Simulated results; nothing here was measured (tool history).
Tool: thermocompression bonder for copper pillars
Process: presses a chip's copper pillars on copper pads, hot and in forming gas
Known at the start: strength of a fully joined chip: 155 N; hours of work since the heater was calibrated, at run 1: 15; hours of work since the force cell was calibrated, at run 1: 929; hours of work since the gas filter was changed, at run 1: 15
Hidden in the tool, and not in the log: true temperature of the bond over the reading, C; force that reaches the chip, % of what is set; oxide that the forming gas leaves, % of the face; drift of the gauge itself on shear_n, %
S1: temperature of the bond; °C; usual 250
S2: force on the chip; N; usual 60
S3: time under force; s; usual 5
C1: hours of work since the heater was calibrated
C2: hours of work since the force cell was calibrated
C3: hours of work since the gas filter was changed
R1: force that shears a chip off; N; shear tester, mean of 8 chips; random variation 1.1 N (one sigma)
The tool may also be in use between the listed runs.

| run | hour | S1 | S2 | S3 | C1 | C2 | C3 | R1 |
|---|---|---|---|---|---|---|---|---|
| 1 | 0.0 | 250 | 60 | 5 | 15 | 929 | 15 | 101.2 |
| 2 | 58.9 | 250 | 60 | 5 | 59 | 972 | 59 | 99.5 |
| 3 | 98.4 | 250 | 60 | 5 | 88 | 1001 | 88 | 99.1 |
|  | 105.2 | force cell calibrated |
| 4 | 162.0 | 250 | 58 | 5 | 133 | 42 | 133 | 99.8 |
| 5 | 212.8 | 250 | 60 | 4 | 170 | 79 | 170 | 93.5 |
| 6 | 263.4 | 250 | 60 | 4 | 208 | 116 | 208 | 93.9 |
| 7 | 297.2 | 250 | 60 | 5 | 232 | 141 | 232 | 99.8 |
| 8 | 325.8 | 249 | 60 | 5 | 253 | 162 | 253 | 100.8 |
| 9 | 382.0 | 222 | 60 | 5 | 295 | 203 | 295 | 75.1 |
| 10 | 431.9 | 222 | 60 | 5 | 331 | 240 | 331 | 75.6 |
| 11 | 478.1 | 222 | 60 | 4 | 365 | 274 | 365 | 70.0 |
| 12 | 534.3 | 250 | 60 | 5 | 406 | 315 | 406 | 99.9 |
| 13 | 592.6 | 250 | 60 | 5 | 449 | 358 | 449 | 98.2 |
|  | 608.9 | forming gas filter changed |
| 14 | 627.9 | 250 | 60 | 5 | 475 | 383 | 14 | 99.4 |
| 15 | 680.5 | 248 | 60 | 5 | 513 | 422 | 53 | 98.3 |
| 16 | 724.7 | 248 | 60 | 5 | 546 | 454 | 85 | 97.0 |
| 17 | 779.6 | 248 | 60 | 5 | 586 | 495 | 125 | 96.2 |
| 18 | 806.2 | 248 | 60 | 5 | 605 | 514 | 145 | 98.0 |
| 19 | 868.8 | 248 | 60 | 5 | 651 | 560 | 191 | 98.3 |
| 20 | 908.0 | 248 | 60 | 5 | 680 | 589 | 219 | 97.8 |
| 21 | 943.3 | 248 | 60 | 5 | 706 | 615 | 245 | 99.9 |
| 22 | 984.7 | 250 | 53 | 5 | 736 | 645 | 276 | 91.8 |
| 23 | 1022.2 | 270 | 41 | 8 | 764 | 673 | 303 | 107.1 |
| 24 | 1064.3 | 225 | 38 | 7 | 795 | 704 | 334 | 61.7 |
| 25 | 1109.4 | 225 | 38 | 7 | 828 | 737 | 367 | 61.2 |
| 26 | 1171.3 | 250 | 71 | 5 | 873 | 782 | 413 | 110.3 |
| 27 | 1202.6 | 250 | 69 | 8 | 896 | 805 | 436 | 121.5 |
|  | 1238.5 | forming gas filter changed |
| 28 | 1254.5 | 247 | 76 | 6 | 934 | 843 | 12 | 117.6 |
|  | 1261.9 | heater calibrated with a thermocouple chip |
| 29 | 1296.9 | 247 | 76 | 6 | 26 | 872 | 41 | 116.7 |
| 30 | 1329.5 | 247 | 76 | 6 | 50 | 896 | 65 | 115.3 |

The next listed run, before its measurement:
| 31 | 1377.0 | 256 | 40 | 6 | 85 | 931 | 100 | ? |

R1: 86.0 N
Without the tool's hidden state the same run would have given R1 86.3 N.
